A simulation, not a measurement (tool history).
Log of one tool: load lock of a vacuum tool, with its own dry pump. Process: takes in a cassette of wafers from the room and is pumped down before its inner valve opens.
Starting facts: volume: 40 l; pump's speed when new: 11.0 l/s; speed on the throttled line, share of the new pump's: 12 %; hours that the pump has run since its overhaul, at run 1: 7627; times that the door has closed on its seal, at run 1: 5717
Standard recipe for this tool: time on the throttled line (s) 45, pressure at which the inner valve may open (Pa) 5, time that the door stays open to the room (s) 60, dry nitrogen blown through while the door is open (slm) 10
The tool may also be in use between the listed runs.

| run | hour | time on the throttled line (s) | pressure at which the inner valve may open (Pa) | time that the door stays open to the room (s) | dry nitrogen blown through while the door is open (slm) | hours that the pump has run since its overhaul | times that the door has closed on its seal | incoming humidity of the room's air, % | time from the closed door until the inner valve may open (s) | rise of the pressure with all valves shut (Pa/min) |
|---|---|---|---|---|---|---|---|---|---|---|
| 1 | 0 | 45 | 5 | 60 | 10 | 7627 | 5717 | 45.2 | 81.2 | 0.049 |
| 2 | 59.2 | 45 | 5 | 60 | 10 | 7686 | 5940 | 48.2 | 80.9 | 0.055 |
| 3 | 141.9 | 45 | 5 | 60 | 10 | 7769 | 6252 | 48.3 | 82.1 | 0.055 |
| 4 | 228.7 | 45 | 5 | 60 | 10 | 7855 | 6580 | 42.6 | 81.2 | 0.056 |
| 5 | 290.4 | 45 | 5 | 60 | 10 | 7917 | 6812 | 49.2 | 81.9 | 0.055 |
| 6 | 354.5 | 45 | 5 | 60 | 10 | 7981 | 7055 | 45.6 | 82.5 | 0.056 |
| 7 | 420.1 | 45 | 5 | 60 | 10 | 8047 | 7302 | 46.1 | 83.2 | 0.056 |
| 8 | 518.7 | 26 | 7 | 169 | 9 | 8145 | 7674 | 47.7 | 63.5 | 0.123 |
| 9 | 597.1 | 40 | 4 | 169 | 9 | 8224 | 7970 | 45.3 | 79 | 0.119 |
| 10 | 684.8 | 28 | 5 | 60 | 10 | 8312 | 8301 | 46.8 | 67 | 0.061 |

Consider 3 possible next runs. They are alternatives, not a sequence: every one starts from the tool as it was left by run 10. What does each give?
| A | 755.9 | 33 | 5 | 78 | 10 | 8383 | 8570 | 45.2 | ? | ? |
| B | 755.9 | 31 | 5 | 60 | 7 | 8383 | 8570 | 45.5 | ? | ? |
| C | 755.9 | 45 | 5 | 93 | 10 | 8383 | 8570 | 44 | ? | ? |

| run | time from the closed door until the inner valve may open (s) | rise of the pressure with all valves shut (Pa/min) |
|---|---|---|
| A | 71.6 | 0.066 |
| B | 69.8 | 0.063 |
| C | 82.8 | 0.076 |
Take away the tool's hidden state, keep each run's random variation, and the runs would have read:
| run | time from the closed door until the inner valve may open (s) | rise of the pressure with all valves shut (Pa/min) |
|---|---|---|
| A | 65.3 | 0.054 |
| B | 63.6 | 0.051 |
| C | 76.8 | 0.064 |
